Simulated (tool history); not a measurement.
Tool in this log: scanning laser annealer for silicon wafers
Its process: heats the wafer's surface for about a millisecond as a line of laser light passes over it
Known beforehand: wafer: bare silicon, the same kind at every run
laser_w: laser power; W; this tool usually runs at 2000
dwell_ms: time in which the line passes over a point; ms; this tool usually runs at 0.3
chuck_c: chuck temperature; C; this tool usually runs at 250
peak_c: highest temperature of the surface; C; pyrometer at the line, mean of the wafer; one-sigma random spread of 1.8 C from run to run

run	hour	laser_w	dwell_ms	chuck_c	peak_c
1	0	2000	0.3	250	1075
2	19	2000	0.3	250	1077
3	39.8	2000	0.3	250	1076
4	60.1	2000	0.3	250	1073
5	87.9	2000	0.3	250	1069
6	113.2	2000	0.219	250	955
7	141.9	2000	0.219	250	954
8	156.9	1789	0.215	230	857
9	186.3	1768	0.263	266	951
10	210.2	1768	0.263	266	949
11	232.6	2000	0.334	250	1114
12	247.7	2000	0.334	250	1117
13	270.2	2000	0.223	250	964
14	284.7	2000	0.227	268	984

What if the next run were any one of these 5? Each begins from the tool's condition after run 14:
A	301	1815	0.227	268	?
B	301	1746	0.227	221	?
C	301	2000	0.25	242	?
D	301	1849	0.23	269	?
E	301	2033	0.35	219	?

run	peak_c
A	922
B	846
C	992
D	940
E	1115
Take away the tool's hidden state, keep each run's random variation, and the runs would have read:
run	peak_c
A	923
B	846
C	992
D	940
E	1116
